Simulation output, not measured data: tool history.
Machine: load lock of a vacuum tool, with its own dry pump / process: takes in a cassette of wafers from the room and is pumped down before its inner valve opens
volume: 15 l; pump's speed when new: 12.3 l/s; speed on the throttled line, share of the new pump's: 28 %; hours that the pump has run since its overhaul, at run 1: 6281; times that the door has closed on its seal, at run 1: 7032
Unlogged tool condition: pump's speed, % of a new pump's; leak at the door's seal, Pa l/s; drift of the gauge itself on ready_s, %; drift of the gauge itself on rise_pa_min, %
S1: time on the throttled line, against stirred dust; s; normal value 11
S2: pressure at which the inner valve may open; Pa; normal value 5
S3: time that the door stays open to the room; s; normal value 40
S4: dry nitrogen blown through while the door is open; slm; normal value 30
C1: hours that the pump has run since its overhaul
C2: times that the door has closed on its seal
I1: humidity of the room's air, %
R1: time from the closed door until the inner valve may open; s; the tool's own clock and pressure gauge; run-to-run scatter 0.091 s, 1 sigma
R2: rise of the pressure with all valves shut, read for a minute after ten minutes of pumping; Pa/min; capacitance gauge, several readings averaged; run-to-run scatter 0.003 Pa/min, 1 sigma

run	hour	S1	S2	S3	S4	C1	C2	I1	R1	R2
1	0.0	11	5	40	30	6281	7032	42.9	20.78	0.040
2	115.5	11	5	40	30	6397	7362	45.5	20.75	0.042
3	252.3	11	5	40	30	6534	7753	45.3	20.76	0.048
4	385.7	11	5	40	30	6667	8134	41.4	20.88	0.053
5	491.0	11	5	40	30	6773	8434	46.0	20.81	0.051
6	601.4	11	5	40	30	6883	8750	45.2	20.84	0.056
7	693.0	11	5	40	30	6975	9011	46.8	20.91	0.054
8	779.3	11	5	40	4	7061	9258	46.1	20.88	0.068
9	847.2	11	5	40	4	7129	9452	45.0	20.82	0.064
10	941.3	11	5	40	4	7223	9721	47.4	20.77	0.070
11	1040.0	11	6	40	30	7321	10002	44.1	20.70	0.056
12	1143.7	11	9	40	30	7425	10298	45.4	19.97	0.055
13	1243.0	11	5	40	30	7524	10582	44.4	20.78	0.062
14	1316.8	11	5	40	30	7598	10793	42.5	20.72	0.061
15	1412.6	11	6	40	30	7694	11066	45.5	20.61	0.064
16	1483.6	11	6	40	30	7765	11269	45.5	20.66	0.058
17	1596.5	11	6	40	30	7878	11592	47.3	20.71	0.065
18	1711.3	11	6	40	4	7993	11920	46.9	20.65	0.077
19	1804.0	11	6	40	4	8085	12184	45.0	20.55	0.075
20	1912.6	10	5	33	30	8194	12494	41.0	20.04	0.064
21	1978.2	10	6	53	30	8260	12682	45.4	19.95	0.074
22	2084.3	10	6	53	30	8366	12985	45.0	20.05	0.076
23	2199.1	10	6	53	30	8481	13313	49.2	20.05	0.071
24	2330.8	11	4	40	12	8612	13689	46.7	21.24	0.081
25	2407.3	11	5	40	18	8689	13907	45.2	21.02	0.081
26	2525.5	15	4	52	18	8807	14245	44.9	24.11	0.077
27	2656.4	11	5	40	12	8938	14619	46.3	21.00	0.084
28	2789.2	11	4	40	15	9071	14998	44.9	21.46	0.086
29	2903.5	11	4	40	15	9185	15324	44.5	21.48	0.088
30	3033.4	13	4	165	15	9315	15695	45.7	22.83	0.123
31	3095.3	13	4	165	15	9377	15872	40.4	22.84	0.119
32	3187.5	7	4	101	15	9469	16136	46.9	18.69	0.107
33	3323.2	21	9	40	13	9605	16523	46.9	27.19	0.085
34	3422.1	11	9	40	5	9704	16806	42.8	20.21	0.096
35	3504.4	11	9	40	5	9786	17041	41.4	20.27	0.103
36	3599.9	9	9	160	25	9881	17313	43.2	18.70	0.114

Some steps in R1 between neighbouring runs. How much of each would the tool show without its hidden state too (settings, what came in, random variation), and how much is left for the hidden state, with any gauge scatter that isn't in both results?
Run 31 -> 32: S1 13 -> 7, S3 165 -> 101. R1 -4.15 s: hidden state +0.19, all else -4.34.
Run 32 -> 33: S1 7 -> 21, S2 4 -> 9, S3 101 -> 40, S4 15 -> 13. R1 +8.50 s: hidden state -0.55, all else +9.05.
Run 33 -> 34: S1 21 -> 11, S4 13 -> 5. R1 -6.98 s: hidden state +0.32, all else -7.30.
